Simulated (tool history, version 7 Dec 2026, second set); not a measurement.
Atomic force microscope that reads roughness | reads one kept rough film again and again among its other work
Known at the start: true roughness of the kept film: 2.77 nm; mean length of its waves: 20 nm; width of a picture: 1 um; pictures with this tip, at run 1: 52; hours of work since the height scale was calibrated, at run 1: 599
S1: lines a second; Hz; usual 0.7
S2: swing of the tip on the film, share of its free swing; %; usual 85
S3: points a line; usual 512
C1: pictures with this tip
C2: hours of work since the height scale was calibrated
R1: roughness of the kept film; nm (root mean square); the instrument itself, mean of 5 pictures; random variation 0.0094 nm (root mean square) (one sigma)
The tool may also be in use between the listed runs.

Run 1, day 0: usual settings; C1 52; C2 599. Result: R1 1.992 nm (root mean square).
Run 2, day 0.95: usual settings; C1 81; C2 611. Result: R1 1.909 nm (root mean square).
Run 3, day 2.262: usual settings; C1 121; C2 627. Result: R1 1.846 nm (root mean square).
Run 4, day 3.092: usual settings; C1 146; C2 638. Result: R1 1.813 nm (root mean square).
Run 5, day 3.783: usual settings but S3 657; C1 167; C2 647. Result: R1 1.776 nm (root mean square).
Run 6, day 4.429: usual settings but S3 657; C1 187; C2 655. Result: R1 1.752 nm (root mean square).
Run 7, day 5.771: usual settings; C1 228; C2 672. Result: R1 1.693 nm (root mean square).
Run 8, day 6.65: usual settings; C1 255; C2 683. Result: R1 1.646 nm (root mean square).
Run 9, day 7.412: usual settings; C1 278; C2 693. Result: R1 1.621 nm (root mean square).
Run 10, day 8.471: usual settings but S3 528; C1 310; C2 707. Result: R1 1.576 nm (root mean square).
Run 11, day 9.212: usual settings but S3 528; C1 333; C2 716. Result: R1 1.545 nm (root mean square).
Run 12, day 10: usual settings but S3 259; C1 357; C2 726. Result: R1 1.47 nm (root mean square).
At day 10.912: new tip fitted.
Run 13, day 11.338: usual settings but S3 259; C1 12; C2 743. Result: R1 1.984 nm (root mean square).
Run 14, day 12.621: usual settings but S3 259; C1 52; C2 759. Result: R1 1.926 nm (root mean square).
Run 15, day 13.917: usual settings; C1 91; C2 776. Result: R1 1.899 nm (root mean square).
Run 16, day 14.85: usual settings; C1 120; C2 788. Result: R1 1.858 nm (root mean square).
Run 17, day 15.825: usual settings; C1 149; C2 800. Result: R1 1.802 nm (root mean square).
Run 18, day 16.925: usual settings but S2 84 %, S3 483; C1 183; C2 814. Result: R1 1.755 nm (root mean square).
Run 19, day 18.096: usual settings but S1 2.083 Hz, S2 80 %, S3 896; C1 219; C2 829. Result: R1 1.543 nm (root mean square).
Run 20, day 18.875: usual settings but S1 2.083 Hz, S2 80 %, S3 511; C1 243; C2 839. Result: R1 1.498 nm (root mean square).
Run 21, day 19.592: usual settings but S1 2.083 Hz, S2 80 %, S3 511; C1 265; C2 848. Result: R1 1.466 nm (root mean square).
Run 22, day 20.575: usual settings but S1 2.083 Hz, S2 80 %, S3 511; C1 295; C2 861. Result: R1 1.424 nm (root mean square).
Run 23, day 21.725: usual settings but S1 2.083 Hz, S2 80 %, S3 511; C1 330; C2 875. Result: R1 1.394 nm (root mean square).
Run 24, day 22.733: usual settings but S1 2.881 Hz, S2 71 %, S3 342; C1 361; C2 888. Result: R1 1.371 nm (root mean square).
At day 23.492: new tip fitted.
Run 25, day 23.942: usual settings but S1 2.881 Hz, S2 71 %, S3 342; C1 14; C2 903. Result: R1 1.87 nm (root mean square).
Run 26, day 24.954: usual settings but S1 1.675 Hz, S2 76 %, S3 928; C1 45; C2 916. Result: R1 1.903 nm (root mean square).
Run 27, day 25.675: usual settings but S1 1.675 Hz, S2 76 %, S3 928; C1 67; C2 926. Result: R1 1.879 nm (root mean square).
Run 28, day 26.717: usual settings but S1 1.675 Hz, S2 76 %, S3 928; C1 99; C2 939. Result: R1 1.791 nm (root mean square).
Run 29, day 27.754: usual settings but S2 70 %; C1 130; C2 952. Result: R1 1.893 nm (root mean square).
Run 30, day 28.629: usual settings but S1 0.514 Hz, S2 90 %; C1 157; C2 963. Result: R1 1.767 nm (root mean square).
Run 31, day 29.467: usual settings but S1 0.74 Hz, S2 69 %, S3 729; C1 182; C2 974. Result: R1 1.824 nm (root mean square).
Run 32, day 30.208: usual settings but S1 3.19 Hz, S3 896; C1 205; C2 983. Result: R1 1.319 nm (root mean square).
Run 33, day 31.362: usual settings but S1 2.555 Hz; C1 240; C2 998. Result: R1 1.338 nm (root mean square).
Run 34, day 32.571: usual settings but S1 2.555 Hz; C1 277; C2 1014. Result: R1 1.31 nm (root mean square).

4 ways to go on from here, each from the tool as it stands after run 34. What would each give?
Run A, day 33.492: usual settings but S1 3.563 Hz, S3 416; C1 305; C2 1025. Result: R1 ?.
Run B, day 33.492: usual settings but S1 0.518 Hz, S2 67 %; C1 305; C2 1025. Result: R1 ?.
Run C, day 33.492: usual settings but S1 2.555 Hz, S3 304; C1 305; C2 1025. Result: R1 ?.
Run D, day 33.492: usual settings but S3 486; C1 305; C2 1025. Result: R1 ?.

run     R1
  A  1.159
  B  1.643
  C  1.268
  D  1.549
Without the tool's hidden state the same runs would have given:
run     R1
  A  1.583
  B  2.243
  C  1.731
  D  2.115

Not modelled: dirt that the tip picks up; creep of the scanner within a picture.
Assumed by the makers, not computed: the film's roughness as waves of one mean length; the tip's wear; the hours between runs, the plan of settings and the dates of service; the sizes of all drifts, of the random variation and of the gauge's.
